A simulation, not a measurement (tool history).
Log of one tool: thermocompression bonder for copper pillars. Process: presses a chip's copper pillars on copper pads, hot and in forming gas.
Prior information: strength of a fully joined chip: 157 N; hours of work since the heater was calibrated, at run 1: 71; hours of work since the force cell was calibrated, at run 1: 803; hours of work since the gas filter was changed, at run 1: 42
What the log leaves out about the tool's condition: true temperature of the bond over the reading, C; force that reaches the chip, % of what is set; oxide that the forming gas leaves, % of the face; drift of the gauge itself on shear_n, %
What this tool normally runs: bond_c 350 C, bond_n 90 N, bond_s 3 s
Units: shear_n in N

run,hour,bond_c,bond_n,bond_s,hours of work since the heater was calibrated,hours of work since the force cell was calibrated,hours of work since the gas filter was changed,shear_n
1,0.0,350,90,3,71,803,42,116.6
2,25.0,350,90,3,84,816,55,116.2
3,61.3,350,99,3,102,834,73,119.8
4,96.7,350,99,3,120,853,91,119.5
5,121.4,327,90,3,133,865,104,96.2
6,154.3,327,90,2,149,882,120,87.9
7,175.5,350,90,6,160,893,131,131.7
8,213.2,350,90,6,179,912,150,129.9
9,254.4,350,90,6,200,933,171,132.2
10,277.0,334,90,2,212,944,183,91.8
11,303.7,333,90,2,225,958,196,88.9
# hour 325.4: forming gas filter changed
12,326.1,350,90,3,237,969,0,114.5
13,362.8,350,59,2,255,988,19,85.2
14,381.5,358,130,5,265,997,29,143.5
15,425.3,358,130,3,287,1020,51,132.7

Each row is a separate what-if for the run after 15, all from the same tool condition, not one after another. Results?
A,455.7,358,64,3,303,1035,66,?
B,455.7,333,90,3,303,1035,66,?
C,455.7,347,90,2,303,1035,66,?
D,455.7,364,73,7,303,1035,66,?

run,shear_n
A,106.5
B,102.6
C,102.0
D,135.3
Had the tool no hidden state, the same runs would have come out as:
run,shear_n
A,106.7
B,102.7
C,102.1
D,135.4

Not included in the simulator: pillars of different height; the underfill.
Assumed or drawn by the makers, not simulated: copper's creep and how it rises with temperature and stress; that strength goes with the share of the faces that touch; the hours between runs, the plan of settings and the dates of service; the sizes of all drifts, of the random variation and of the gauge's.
